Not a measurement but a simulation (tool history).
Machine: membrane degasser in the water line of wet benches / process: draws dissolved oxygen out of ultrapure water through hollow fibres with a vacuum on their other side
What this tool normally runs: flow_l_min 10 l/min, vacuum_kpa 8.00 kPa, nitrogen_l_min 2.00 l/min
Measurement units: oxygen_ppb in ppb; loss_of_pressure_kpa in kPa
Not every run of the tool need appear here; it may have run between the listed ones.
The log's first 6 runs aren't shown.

run    hour  flow_l_min  vacuum_kpa  nitrogen_l_min  hours since the membrane was changed  hours since the vacuum gauge was calibrated  hours since the vacuum lines were made tight  oxygen_ppb  loss_of_pressure_kpa
  7  1260.1          10        8.00            2.00                                 13311                                         3596                                          5908       175.1                 60.05
  8  1476.3          10        8.00            2.00                                 13527                                         3812                                          6124       176.6                 60.19
  9  1730.7          10        8.00            2.00                                 13781                                         4067                                          6379       174.9                 60.73
 10  1999.3          10        8.00            2.00                                 14050                                         4335                                          6647       177.8                 60.65
 11  2288.7          10        8.00            2.00                                 14339                                         4625                                          6936       175.6                 60.74
 12  2490.2          10        8.00            2.00                                 14541                                         4826                                          7138       176.3                 60.51
 13  2807.9          10        8.00            2.00                                 14858                                         5144                                          7456       176.1                 60.80
 14  3121.7          10        8.00            2.00                                 15172                                         5458                                          7770       178.7                 60.73
     3278.9  -- seals of the vacuum lines changed
 15  3371.0          10        8.00            2.00                                 15419                                         5705                                            92       175.9                 61.15
 16  3522.1          10        8.00            2.00                                 15570                                         5856                                           243       178.3                 61.27
 17  3659.9          13        5.47            5.96                                 15708                                         5994                                           381       225.1                 79.86
 18  3852.7          10        8.00            1.82                                 15901                                         6187                                           574       182.4                 61.18
 19  4077.6          10        8.00            1.82                                 16126                                         6411                                           799       183.9                 61.07
 20  4219.1          16        8.00            2.37                                 16267                                         6553                                           940       398.0                 97.79
 21  4422.6          15        8.00            2.41                                 16471                                         6757                                          1144       354.7                 92.20
 22  4695.9          15        8.00            2.41                                 16744                                         7030                                          1417       341.2                 92.10
     4861.8  -- membrane cartridge changed
     4898.5  -- gauge calibrated
 23  4898.5          12        8.00            1.95                                    37                                         7228                                          1616       252.4                 72.15
 24  5204.1          12        8.00            1.95                                   342                                         7534                                          1921       251.0                 72.22
 25  5445.3          10       12.55            3.01                                   583                                         7775                                          2162       190.8                 60.15
 26  5732.1           7       12.55            2.95                                   870                                         8062                                          2449       100.7                 42.20
 27  6004.2           7       12.55            2.95                                  1142                                         8334                                          2721        98.0                 42.41
 28  6224.0          13        9.76            2.00                                  1362                                         8554                                          2941       309.7                 78.52
 29  6400.6          13        9.76            2.00                                  1539                                         8730                                          3118       306.1                 78.75
     6474.7  -- vacuum gauge calibrated
 30  6583.0          14       16.36            2.00                                  1721                                          108                                          3300       453.6                 84.32
 31  6716.4          11       16.36            2.47                                  1854                                          242                                          3433       285.8                 66.52

3 options for the next run, each taken on its own from the tool as it stands now. Forecast them:
  A  6865.5           7       12.54            5.75                                  2003                                          391                                          3582           ?                     ?
  B  6865.5          12        7.30            1.19                                  2003                                          391                                          3582           ?                     ?
  C  6865.5           9        8.00            2.00                                  2003                                          391                                          3582           ?                     ?

run  oxygen_ppb  loss_of_pressure_kpa
  A        74.9                 42.37
  B       271.8                 72.81
  C       143.1                 54.63
Take away the tool's hidden state, keep each run's random variation, and the runs would have read:
run  oxygen_ppb  loss_of_pressure_kpa
  A        74.8                 41.92
  B       271.7                 72.03
  C       143.1                 54.05
